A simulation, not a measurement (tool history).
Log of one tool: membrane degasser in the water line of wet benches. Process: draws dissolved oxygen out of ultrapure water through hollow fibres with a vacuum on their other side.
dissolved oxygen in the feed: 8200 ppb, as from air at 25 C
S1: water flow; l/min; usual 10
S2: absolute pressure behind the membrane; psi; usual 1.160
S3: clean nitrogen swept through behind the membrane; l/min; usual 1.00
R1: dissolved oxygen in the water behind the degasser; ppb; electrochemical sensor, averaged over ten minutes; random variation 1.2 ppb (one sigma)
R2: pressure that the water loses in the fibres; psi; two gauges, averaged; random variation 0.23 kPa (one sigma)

run 1 day=0.000 | S1=10 S2=1.160 S3=1.00 | R1=124.1 R2=9.085
run 2 day=6.908 | S1=10 S2=1.446 S3=1.00 | R1=171.3 R2=9.150
run 3 day=13.808 | S1=10 S2=1.446 S3=1.00 | R1=170.0 R2=9.120
run 4 day=19.858 | S1=10 S2=1.446 S3=1.00 | R1=172.9 R2=9.168
run 5 day=27.258 | S1=10 S2=1.446 S3=1.00 | R1=171.9 R2=9.252
run 6 day=33.658 | S1=10 S2=1.446 S3=1.00 | R1=171.6 R2=9.245
run 7 day=40.767 | S1=10 S2=1.446 S3=1.00 | R1=174.9 R2=9.232
-- day=42.258 vacuum gauge calibrated
run 8 day=44.812 | S1=10 S2=2.080 S3=1.00 | R1=257.1 R2=9.230
run 9 day=50.221 | S1=10 S2=1.160 S3=1.00 | R1=117.6 R2=9.284
run 10 day=54.700 | S1=10 S2=1.160 S3=1.00 | R1=117.9 R2=9.291
run 11 day=61.121 | S1=10 S2=1.160 S3=1.15 | R1=105.0 R2=9.252
run 12 day=64.854 | S1=10 S2=1.160 S3=1.15 | R1=103.8 R2=9.268
run 13 day=70.429 | S1=10 S2=1.160 S3=1.15 | R1=104.9 R2=9.349
run 14 day=73.954 | S1=10 S2=1.160 S3=1.00 | R1=119.8 R2=9.275
run 15 day=77.892 | S1=6 S2=1.160 S3=1.00 | R1=73.4 R2=5.606
run 16 day=84.642 | S1=6 S2=1.160 S3=1.00 | R1=73.1 R2=5.619
run 17 day=90.525 | S1=9 S2=2.061 S3=0.58 | R1=384.1 R2=8.406
run 18 day=97.879 | S1=9 S2=2.061 S3=0.58 | R1=388.3 R2=8.434
run 19 day=103.992 | S1=9 S2=2.061 S3=0.58 | R1=389.6 R2=8.533
run 20 day=111.875 | S1=9 S2=2.061 S3=0.70 | R1=334.3 R2=8.498
run 21 day=118.942 | S1=13 S2=1.745 S3=1.00 | R1=272.4 R2=12.279
run 22 day=124.138 | S1=6 S2=0.750 S3=1.00 | R1=33.0 R2=5.684
run 23 day=127.483 | S1=6 S2=0.750 S3=1.00 | R1=33.4 R2=5.693
run 24 day=132.779 | S1=12 S2=1.160 S3=0.44 | R1=292.3 R2=11.432
run 25 day=136.450 | S1=12 S2=1.160 S3=0.44 | R1=292.4 R2=11.430
run 26 day=142.354 | S1=12 S2=1.160 S3=0.44 | R1=291.0 R2=11.356
run 27 day=145.800 | S1=12 S2=1.160 S3=0.44 | R1=291.1 R2=11.383
run 28 day=152.404 | S1=11 S2=1.471 S3=0.65 | R1=284.5 R2=10.472
run 29 day=157.396 | S1=8 S2=1.761 S3=0.65 | R1=268.9 R2=7.672
run 30 day=163.038 | S1=10 S2=1.587 S3=0.80 | R1=235.2 R2=9.632
run 31 day=169.279 | S1=9 S2=1.437 S3=1.68 | R1=97.6 R2=8.634

Measured less the same run without the tool's hidden state. The same run-to-run variation is in both; the gauge's scatter may not be:
The hidden state here: membrane still open, %; true pressure behind the membrane over the reading, kPa; air that leaks in behind the membrane, l/min; drift of the gauge itself on oxygen_ppb, %; drift of the gauge itself on loss_of_pressure_kpa, %.
run=1 R1=+11.1 R2=+0.644
run=2 R1=+11.8 R2=+0.664
run=3 R1=+12.2 R2=+0.682
run=4 R1=+12.9 R2=+0.701
run=5 R1=+13.4 R2=+0.728
run=6 R1=+13.7 R2=+0.745
run=7 R1=+14.6 R2=+0.764
run=8 R1=+3.7 R2=+0.770
run=9 R1=+3.0 R2=+0.792
run=10 R1=+3.4 R2=+0.805
run=11 R1=+3.7 R2=+0.817
run=12 R1=+3.9 R2=+0.828
run=13 R1=+4.4 R2=+0.848
run=14 R1=+4.9 R2=+0.853
run=15 R1=+3.1 R2=+0.521
run=16 R1=+3.4 R2=+0.532
run=17 R1=+9.5 R2=+0.817
run=18 R1=+10.5 R2=+0.837
run=19 R1=+11.3 R2=+0.854
run=20 R1=+11.4 R2=+0.872
run=21 R1=+12.7 R2=+1.294
run=22 R1=+3.9 R2=+0.605
run=23 R1=+4.1 R2=+0.615
run=24 R1=+16.4 R2=+1.246
run=25 R1=+16.9 R2=+1.260
run=26 R1=+17.6 R2=+1.272
run=27 R1=+18.1 R2=+1.288
run=28 R1=+16.5 R2=+1.202
run=29 R1=+15.0 R2=+0.888
run=30 R1=+14.9 R2=+1.133
run=31 R1=+8.8 R2=+1.033
